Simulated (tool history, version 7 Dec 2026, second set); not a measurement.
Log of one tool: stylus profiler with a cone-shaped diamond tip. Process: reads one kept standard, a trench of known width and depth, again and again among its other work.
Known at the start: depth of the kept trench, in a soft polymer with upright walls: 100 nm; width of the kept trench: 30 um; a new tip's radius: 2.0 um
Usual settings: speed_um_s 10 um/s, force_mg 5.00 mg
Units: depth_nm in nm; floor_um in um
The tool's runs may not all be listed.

run	day	speed_um_s	force_mg	depth_nm	floor_um
1	0.000	10	5.00	102.27	28.63
2	4.433	10	5.00	102.25	28.65
3	9.471	10	5.00	102.24	28.62
4	13.804	2	5.00	102.27	28.62
5	16.338	2	5.00	102.27	28.70
6	20.542	10	5.00	102.26	28.54
7	23.283	10	5.00	102.22	28.65
8	25.858	6	5.00	102.21	28.55
9	29.529	10	11.07	103.86	28.58
10	32.617	10	11.07	103.86	28.54
11	36.646	10	11.07	103.81	28.63
12	40.404	10	11.07	103.81	28.63
13	44.650	10	11.07	103.78	28.59
14	48.079	10	5.00	102.13	28.56
15	50.512	8	5.00	102.13	28.59
16	52.662	10	5.00	102.14	28.49
17	57.283	10	5.00	102.09	28.57
18	60.808	24	5.00	102.12	28.49
19	65.000	24	5.00	102.08	28.54
20	67.550	2	5.00	102.06	28.57
21	70.371	2	5.00	102.07	28.58
22	75.317	12	5.31	102.16	28.54
23	80.071	7	2.49	100.98	28.48
24	82.592	7	2.49	100.99	28.56
25	85.804	7	2.49	100.98	28.49
26	88.675	19	7.29	102.48	28.54
27	91.467	19	7.29	102.48	28.48
28	95.117	5	2.50	100.95	28.58
29	99.392	27	5.00	102.33	28.46
30	104.354	4	1.92	101.21	28.51
31	107.942	27	2.28	101.34	28.36
32	110.367	27	2.28	101.30	28.40
33	114.117	27	2.80	101.54	28.36

Not shown: 2 entries that the log had between the listed runs. Between which runs, and how does the tool's hidden state differ before and after?
Between runs 22 and 23: height scale calibrated on a step standard (day 75.708)
  radius of the tip, um: 2.62 -> 2.65; height scale over the true one, %: -0.281 -> -0.466
  measured less the result without the state, depth_nm: -0.29 -> -0.48 nm; floor_um: -0.18 -> -0.19 um
Between runs 28 and 29: height scale calibrated on a step standard, once more (day 98.162)
  radius of the tip, um: 2.73 -> 2.76; height scale over the true one, %: -0.509 -> -0.021
  measured less the result without the state, depth_nm: -0.52 -> -0.02 nm; floor_um: -0.22 -> -0.22 um
